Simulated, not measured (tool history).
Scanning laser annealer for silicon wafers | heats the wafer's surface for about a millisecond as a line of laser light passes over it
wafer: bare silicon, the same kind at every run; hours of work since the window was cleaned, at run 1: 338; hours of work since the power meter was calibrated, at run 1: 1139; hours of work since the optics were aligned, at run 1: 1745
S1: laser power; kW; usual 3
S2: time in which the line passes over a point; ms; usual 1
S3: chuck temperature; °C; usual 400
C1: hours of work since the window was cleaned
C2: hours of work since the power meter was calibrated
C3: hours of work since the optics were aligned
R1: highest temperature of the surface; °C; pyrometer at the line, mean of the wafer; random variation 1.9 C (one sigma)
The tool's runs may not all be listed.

run 1 hour=0 | S1=3 S2=1 S3=400 | C1=338 C2=1139 C3=1745 | R1=1106
run 2 hour=65 | S1=3 S2=1 S3=400 | C1=389 C2=1190 C3=1796 | R1=1106
run 3 hour=111 | S1=3 S2=0.91 S3=400 | C1=425 C2=1226 C3=1832 | R1=1075
run 4 hour=167.9 | S1=3 S2=0.91 S3=400 | C1=469 C2=1271 C3=1876 | R1=1074
run 5 hour=199.7 | S1=3 S2=1 S3=400 | C1=494 C2=1296 C3=1901 | R1=1105
-- hour=214.3 optics aligned, line set to its width
run 6 hour=242.1 | S1=3 S2=1 S3=400 | C1=523 C2=1325 C3=22 | R1=1113
run 7 hour=277.9 | S1=3 S2=1 S3=400 | C1=551 C2=1353 C3=50 | R1=1110
run 8 hour=347.2 | S1=3.221 S2=1 S3=400 | C1=606 C2=1407 C3=104 | R1=1165
-- hour=383.7 window over the wafer cleaned
run 9 hour=385.7 | S1=3 S2=1 S3=400 | C1=2 C2=1436 C3=133 | R1=1126
run 10 hour=449.2 | S1=3 S2=1 S3=400 | C1=51 C2=1485 C3=182 | R1=1123
run 11 hour=514 | S1=3 S2=1 S3=400 | C1=102 C2=1536 C3=233 | R1=1124
run 12 hour=580.4 | S1=3 S2=1 S3=400 | C1=154 C2=1588 C3=285 | R1=1122
run 13 hour=630.1 | S1=3 S2=1 S3=400 | C1=193 C2=1627 C3=324 | R1=1117
run 14 hour=695.7 | S1=3 S2=1 S3=400 | C1=244 C2=1678 C3=375 | R1=1120
run 15 hour=762.4 | S1=3 S2=1 S3=400 | C1=296 C2=1730 C3=427 | R1=1114
run 16 hour=828.6 | S1=3 S2=1 S3=400 | C1=348 C2=1782 C3=479 | R1=1114
run 17 hour=869.6 | S1=3 S2=1 S3=400 | C1=380 C2=1814 C3=511 | R1=1113
run 18 hour=918.7 | S1=3 S2=0.88 S3=400 | C1=419 C2=1853 C3=550 | R1=1073
run 19 hour=981.2 | S1=3 S2=0.88 S3=400 | C1=467 C2=1902 C3=599 | R1=1070
run 20 hour=1042.3 | S1=3 S2=1 S3=400 | C1=515 C2=1949 C3=646 | R1=1108
run 21 hour=1107.2 | S1=3 S2=1.08 S3=400 | C1=566 C2=2000 C3=697 | R1=1130
run 22 hour=1161.6 | S1=3.234 S2=0.83 S3=421 | C1=609 C2=2043 C3=740 | R1=1121
-- hour=1195.9 window over the wafer cleaned
run 23 hour=1229.7 | S1=2.554 S2=1.01 S3=371 | C1=26 C2=2095 C3=791 | R1=984
run 24 hour=1258.2 | S1=3.117 S2=0.93 S3=412 | C1=49 C2=2117 C3=814 | R1=1134
run 25 hour=1323.9 | S1=3.117 S2=0.93 S3=412 | C1=100 C2=2168 C3=865 | R1=1134
run 26 hour=1364.6 | S1=3.215 S2=1.1 S3=426 | C1=132 C2=2200 C3=897 | R1=1228
run 27 hour=1427.4 | S1=3.215 S2=1.1 S3=426 | C1=181 C2=2249 C3=946 | R1=1228
run 28 hour=1494.6 | S1=3.215 S2=1.1 S3=426 | C1=234 C2=2302 C3=999 | R1=1226
run 29 hour=1534.2 | S1=3.215 S2=1.1 S3=426 | C1=265 C2=2333 C3=1030 | R1=1224
run 30 hour=1582.8 | S1=3 S2=0.96 S3=416 | C1=303 C2=2371 C3=1068 | R1=1113
run 31 hour=1636.9 | S1=3 S2=0.96 S3=374 | C1=345 C2=2413 C3=1110 | R1=1070
run 32 hour=1688 | S1=3 S2=0.96 S3=374 | C1=385 C2=2453 C3=1150 | R1=1068
run 33 hour=1739.2 | S1=2.946 S2=0.88 S3=369 | C1=425 C2=2493 C3=1190 | R1=1026
run 34 hour=1779.8 | S1=2.946 S2=0.88 S3=369 | C1=457 C2=2525 C3=1222 | R1=1019
run 35 hour=1820.2 | S1=2.946 S2=0.88 S3=369 | C1=489 C2=2557 C3=1254 | R1=1019
run 36 hour=1863.4 | S1=3.132 S2=1.05 S3=430 | C1=522 C2=2590 C3=1287 | R1=1184
run 37 hour=1907.2 | S1=3.132 S2=1.05 S3=430 | C1=557 C2=2625 C3=1322 | R1=1177
run 38 hour=1974.9 | S1=3.23 S2=0.73 S3=430 | C1=610 C2=2678 C3=1375 | R1=1085
-- hour=2008.1 window over the wafer cleaned
run 39 hour=2039.4 | S1=3.237 S2=0.94 S3=428 | C1=24 C2=2727 C3=1423 | R1=1179
run 40 hour=2082 | S1=2.613 S2=0.86 S3=408 | C1=58 C2=2760 C3=1457 | R1=983

Hidden state at the last listed run before each entry between runs and at the first one after, where it differs:
Between runs 5 and 6: optics aligned, line set to its width (hour 214.3)
  light that passes the window, % of a clean one's: 98.16 -> 98.06; laser's true power over the reading, %: -0.61 -> -0.62; width of the line over the set one, %: 2.7 -> 0.16
  measured less the result without the state, R1: -31 -> -20 °C
Between runs 8 and 9: window over the wafer cleaned (hour 383.7)
  light that passes the window, % of a clean one's: 97.79 -> 99.88; laser's true power over the reading, %: -0.64 -> -0.65; width of the line over the set one, %: 0.28 -> 0.33
  measured less the result without the state, R1: -25 -> -8 °C
Between runs 22 and 23: window over the wafer cleaned (hour 1195.9)
  light that passes the window, % of a clean one's: 97.8 -> 99.69; laser's true power over the reading, %: -0.81 -> -0.83; width of the line over the set one, %: 1.2 -> 1.27
  measured less the result without the state, R1: -28 -> -12 °C
Between runs 38 and 39: window over the wafer cleaned (hour 2008.1)
  light that passes the window, % of a clean one's: 97.71 -> 99.81; laser's true power over the reading, %: -0.99 -> -1; width of the line over the set one, %: 2.13 -> 2.2
  measured less the result without the state, R1: -32 -> -20 °C
